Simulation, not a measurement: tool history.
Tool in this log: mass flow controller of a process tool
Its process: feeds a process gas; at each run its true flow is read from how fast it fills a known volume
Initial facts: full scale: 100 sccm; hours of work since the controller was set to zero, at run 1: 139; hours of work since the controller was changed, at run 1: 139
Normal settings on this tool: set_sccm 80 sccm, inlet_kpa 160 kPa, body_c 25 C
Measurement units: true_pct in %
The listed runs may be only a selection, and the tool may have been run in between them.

| run | hour | set_sccm | inlet_kpa | body_c | hours of work since the controller was set to zero | hours of work since the controller was changed | true_pct |
|---|---|---|---|---|---|---|---|
| 1 | 0 | 80 | 160 | 25 | 139 | 139 | 99.29 |
| 2 | 44.4 | 80 | 160 | 25 | 166 | 166 | 99.4 |
| 3 | 85 | 26 | 160 | 25 | 190 | 190 | 97.74 |
| 4 | 146.9 | 80 | 160 | 25 | 228 | 228 | 99.45 |
| 5 | 220.9 | 80 | 160 | 25 | 272 | 272 | 99.36 |
| 6 | 257.1 | 80 | 160 | 25 | 294 | 294 | 99.3 |
| 7 | 309.9 | 34 | 160 | 25 | 326 | 326 | 97.92 |
| 8 | 359.1 | 34 | 160 | 25 | 356 | 356 | 97.73 |
| 9 | 414.3 | 34 | 160 | 25 | 389 | 389 | 97.87 |
| 10 | 475.6 | 34 | 160 | 36 | 426 | 426 | 96.9 |
| 11 | 539.3 | 34 | 160 | 36 | 464 | 464 | 97.05 |
| 12 | 578.3 | 14 | 160 | 29 | 488 | 488 | 96.4 |
| 13 | 654.8 | 14 | 148 | 25 | 534 | 534 | 96.71 |

Expected results for the next run?
| 14 | 713.8 | 14 | 148 | 25 | 569 | 569 | ? |

For run 14 the tool returned true_pct 96.61 %.
With the hidden condition absent and the run-to-run variation left alone, this run would have shown true_pct 97.9 %.
